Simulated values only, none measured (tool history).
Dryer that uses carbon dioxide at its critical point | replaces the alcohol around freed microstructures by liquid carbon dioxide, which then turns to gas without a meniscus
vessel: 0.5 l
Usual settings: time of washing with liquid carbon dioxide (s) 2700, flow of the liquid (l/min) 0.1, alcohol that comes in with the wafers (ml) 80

| run | hour | time of washing with liquid carbon dioxide (s) | flow of the liquid (l/min) | alcohol that comes in with the wafers (ml) | alcohol left in the vessel before it's heated (ppm by volume) |
|---|---|---|---|---|---|
| 1 | 0 | 2700 | 0.1 | 80 | 211 |
| 2 | 14.9 | 2700 | 0.141 | 80 | 98 |
| 3 | 41.9 | 2700 | 0.141 | 45 | 97 |
| 4 | 64.7 | 3780 | 0.1 | 80 | 111 |
| 5 | 79.8 | 3780 | 0.1 | 80 | 117 |
| 6 | 104.3 | 3780 | 0.1 | 80 | 126 |
| 7 | 120.3 | 3780 | 0.1 | 80 | 116 |
| 8 | 141.7 | 2220 | 0.127 | 94 | 234 |
| 9 | 164.2 | 1680 | 0.162 | 42 | 184 |
| 10 | 181.9 | 1920 | 0.061 | 81 | 9150 |
| 11 | 199.1 | 1920 | 0.149 | 90 | 219 |
| 12 | 222 | 1920 | 0.149 | 90 | 240 |
| 13 | 243.4 | 3600 | 0.133 | 74 | 128 |

Measured less the same run without the tool's hidden state. The same run-to-run variation is in both; the gauge's scatter may not be:
The hidden state here: flow that reaches the vessel past the clogged filter, %; alcohol in the recycled carbon dioxide, ppm; drift of the gauge itself on alcohol_ppm, %.
| run | alcohol left in the vessel before it's heated (ppm by volume) |
|---|---|
| 1 | +145 |
| 2 | +94 |
| 3 | +92 |
| 4 | +103 |
| 5 | +103 |
| 6 | +108 |
| 7 | +107 |
| 8 | +176 |
| 9 | +148 |
| 10 | +2933 |
| 11 | +183 |
| 12 | +191 |
| 13 | +122 |

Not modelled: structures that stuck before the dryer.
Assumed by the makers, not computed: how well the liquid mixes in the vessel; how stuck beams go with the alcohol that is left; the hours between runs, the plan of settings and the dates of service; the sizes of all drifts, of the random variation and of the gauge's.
